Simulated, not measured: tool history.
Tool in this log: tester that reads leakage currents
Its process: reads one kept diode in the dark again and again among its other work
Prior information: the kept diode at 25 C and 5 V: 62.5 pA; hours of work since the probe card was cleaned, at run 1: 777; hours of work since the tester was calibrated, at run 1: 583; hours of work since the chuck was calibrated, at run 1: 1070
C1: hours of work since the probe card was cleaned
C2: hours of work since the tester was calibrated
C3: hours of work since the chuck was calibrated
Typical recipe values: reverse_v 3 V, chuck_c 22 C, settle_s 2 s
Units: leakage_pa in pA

Run 1, hour 0: usual settings; C1 777; C2 583; C3 1070. Result: leakage_pa 38.69 pA.
Run 2, hour 21.8: usual settings; C1 789; C2 595; C3 1082. Result: leakage_pa 38.9 pA.
Run 3, hour 42: usual settings but chuck_c 38 C; C1 800; C2 606; C3 1094. Result: leakage_pa 149.4 pA.
Run 4, hour 62.9: usual settings but chuck_c 38 C; C1 811; C2 617; C3 1105. Result: leakage_pa 147.5 pA.
Run 5, hour 94.8: usual settings but chuck_c 38 C; C1 829; C2 635; C3 1123. Result: leakage_pa 148.31 pA.
Run 6, hour 114.1: usual settings but chuck_c 38 C; C1 840; C2 646; C3 1133. Result: leakage_pa 147.72 pA.
Run 7, hour 142.5: usual settings but chuck_c 38 C; C1 855; C2 661; C3 1149. Result: leakage_pa 148.11 pA.
Run 8, hour 159.3: usual settings but chuck_c 38 C; C1 865; C2 671; C3 1158. Result: leakage_pa 148.78 pA.
Run 9, hour 173.5: usual settings but chuck_c 38 C; C1 873; C2 679; C3 1166. Result: leakage_pa 149.91 pA.
Run 10, hour 197: usual settings but chuck_c 38 C; C1 886; C2 692; C3 1179. Result: leakage_pa 148.33 pA.
Run 11, hour 215.2: usual settings but chuck_c 38 C; C1 896; C2 702; C3 1189. Result: leakage_pa 148.39 pA.

The next listed run, before its measurement:
Run 12, hour 233.9: usual settings but chuck_c 38 C, settle_s 7.92 s; C1 906; C2 712; C3 1200. Result: leakage_pa ?.

{"run 12": {"leakage_pa": 148.69}}
Were there no unlogged condition in the tool, this run, its random variation unchanged, would have produced leakage_pa 151.82 pA.
